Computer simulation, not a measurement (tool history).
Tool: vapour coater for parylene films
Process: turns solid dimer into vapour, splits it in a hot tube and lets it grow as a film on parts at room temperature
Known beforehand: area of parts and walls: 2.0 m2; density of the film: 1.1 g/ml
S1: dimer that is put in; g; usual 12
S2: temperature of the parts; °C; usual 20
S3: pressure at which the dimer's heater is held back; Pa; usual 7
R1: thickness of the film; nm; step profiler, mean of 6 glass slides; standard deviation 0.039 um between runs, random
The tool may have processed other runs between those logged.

run,hour,S1,S2,S3,R1
1,0,12,20,7,4170
2,53.3,12,20,7,4200
3,99.3,12,20,7,4190
4,122.9,12,20,7,4260
5,174.4,12,20,7,4170
6,204.8,12,20,7,4230
7,246.2,12,20,7,4200
8,288.2,6,20,7,2080
9,317.2,6,20,7,2090
# hour 349.6: trap's valve overhauled
10,353.2,6,20,7,2140
11,385.8,12,20,7,4210
12,426.7,12,20,7,4130
13,474,12,20,7,4250
14,524.3,12,20,7,4210
15,579.8,12,20,7,4210
16,606.4,12,20,3.68,4500
17,658.9,12,20,7,4240
18,701.2,12,20,7,4200
19,748.1,12,20,7,4210
20,793.8,12,20,7,4170
21,819.4,12,20,7,4140
22,862.2,20,20,7,6970
23,898.6,20,20,7,6980
24,938.8,20,20,7,6850
25,993.4,7,13,8.77,2830
26,1032.1,11,20,2.92,4190
27,1071.2,11,20,2.92,4210
28,1094.3,13,30,3,4050
29,1127.9,13,30,3,3960
30,1154.3,16,20,7,5670
31,1193.7,16,20,7,5620
32,1249,16,20,7,5600
33,1272.6,8,20,8.94,2650

Run 34, settings as shown, results not yet in. Your forecast:
34,1309.5,8,20,8.94,?

For run 34 the tool returned R1 2720 nm.
Without the tool's hidden state the same run would have given R1 2730 nm.
